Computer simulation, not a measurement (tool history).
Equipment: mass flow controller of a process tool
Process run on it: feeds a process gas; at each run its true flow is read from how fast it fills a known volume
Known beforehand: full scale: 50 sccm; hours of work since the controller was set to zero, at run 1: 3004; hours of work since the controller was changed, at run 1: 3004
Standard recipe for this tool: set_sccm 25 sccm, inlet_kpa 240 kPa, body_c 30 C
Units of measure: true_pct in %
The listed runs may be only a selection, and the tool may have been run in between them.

| run | day | set_sccm | inlet_kpa | body_c | hours of work since the controller was set to zero | hours of work since the controller was changed | true_pct |
|---|---|---|---|---|---|---|---|
| 1 | 0.000 | 25 | 240 | 30 | 3004 | 3004 | 99.28 |
| 2 | 8.433 | 25 | 240 | 30 | 3085 | 3085 | 99.33 |
| 3 | 15.504 | 25 | 240 | 30 | 3153 | 3153 | 99.28 |
| 4 | 21.454 | 25 | 240 | 30 | 3211 | 3211 | 99.35 |
| 5 | 30.275 | 25 | 240 | 30 | 3296 | 3296 | 99.34 |
| 6 | 37.117 | 20 | 240 | 30 | 3362 | 3362 | 99.17 |
| 7 | 41.358 | 25 | 240 | 29 | 3403 | 3403 | 99.34 |
| 8 | 49.742 | 14 | 172 | 30 | 3483 | 3483 | 99.15 |
| 9 | 55.133 | 6 | 231 | 27 | 3536 | 3536 | 98.49 |
| 10 | 60.975 | 6 | 231 | 27 | 3592 | 3592 | 98.67 |
| 11 | 66.083 | 6 | 231 | 27 | 3641 | 3641 | 98.71 |
| 12 | 74.667 | 30 | 266 | 25 | 3724 | 3724 | 99.28 |
| 13 | 83.650 | 6 | 240 | 30 | 3811 | 3811 | 99.00 |

Branching from run 13: 5 alternative next runs. What would each branch give?
| A | 90.408 | 6 | 199 | 30 | 3876 | 3876 | ? |
| B | 90.408 | 25 | 240 | 24 | 3876 | 3876 | ? |
| C | 90.408 | 13 | 240 | 30 | 3876 | 3876 | ? |
| D | 90.408 | 12 | 272 | 30 | 3876 | 3876 | ? |
| E | 90.408 | 11 | 276 | 37 | 3876 | 3876 | ? |

| run | true_pct |
|---|---|
| A | 98.96 |
| B | 99.27 |
| C | 99.16 |
| D | 99.16 |
| E | 99.47 |
Without the tool's hidden state the same runs would have given:
| run | true_pct |
|---|---|
| A | 98.65 |
| B | 98.94 |
| C | 98.84 |
| D | 98.84 |
| E | 99.15 |

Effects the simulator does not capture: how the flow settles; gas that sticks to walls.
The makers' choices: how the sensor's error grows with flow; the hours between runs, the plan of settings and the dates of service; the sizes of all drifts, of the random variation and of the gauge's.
